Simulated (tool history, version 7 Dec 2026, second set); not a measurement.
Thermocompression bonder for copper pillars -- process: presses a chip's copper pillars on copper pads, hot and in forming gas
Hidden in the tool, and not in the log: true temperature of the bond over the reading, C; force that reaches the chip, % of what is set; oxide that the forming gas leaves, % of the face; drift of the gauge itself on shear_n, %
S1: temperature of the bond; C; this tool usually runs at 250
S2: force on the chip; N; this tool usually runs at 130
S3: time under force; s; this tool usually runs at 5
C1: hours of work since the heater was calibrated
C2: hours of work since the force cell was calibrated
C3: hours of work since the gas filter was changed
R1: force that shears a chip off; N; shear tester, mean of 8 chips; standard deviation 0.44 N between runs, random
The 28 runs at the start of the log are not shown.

run	hour	S1	S2	S3	C1	C2	C3	R1
29	255.1	243	155	4	46	403	186	32.6
30	261.7	250	80	3	49	406	189	16.9
31	267.9	250	171	3	52	409	192	35
32	275.3	220	140	4	55	412	195	20.2
33	284.7	220	140	4	59	416	198	20.3
34	294.4	220	94	4	63	420	202	13.2
35	304	250	130	10	67	424	206	41.9
36	310.2	250	130	10	69	426	209	42.5
37	320.1	264	151	5	73	430	213	44.1
38	332.3	264	151	5	78	435	218	44.5
39	340.6	264	151	5	82	439	221	44.2

Branching from run 39: 3 alternative next runs. What would each branch give?
A	346.8	244	118	10	84	441	224	?
B	346.8	250	157	5	84	441	224	?
C	346.8	264	181	5	84	441	224	?

run	R1
A	35.7
B	39.3
C	49.5
Without the tool's hidden state the same runs would have given:
run	R1
A	38.1
B	42
C	53.3
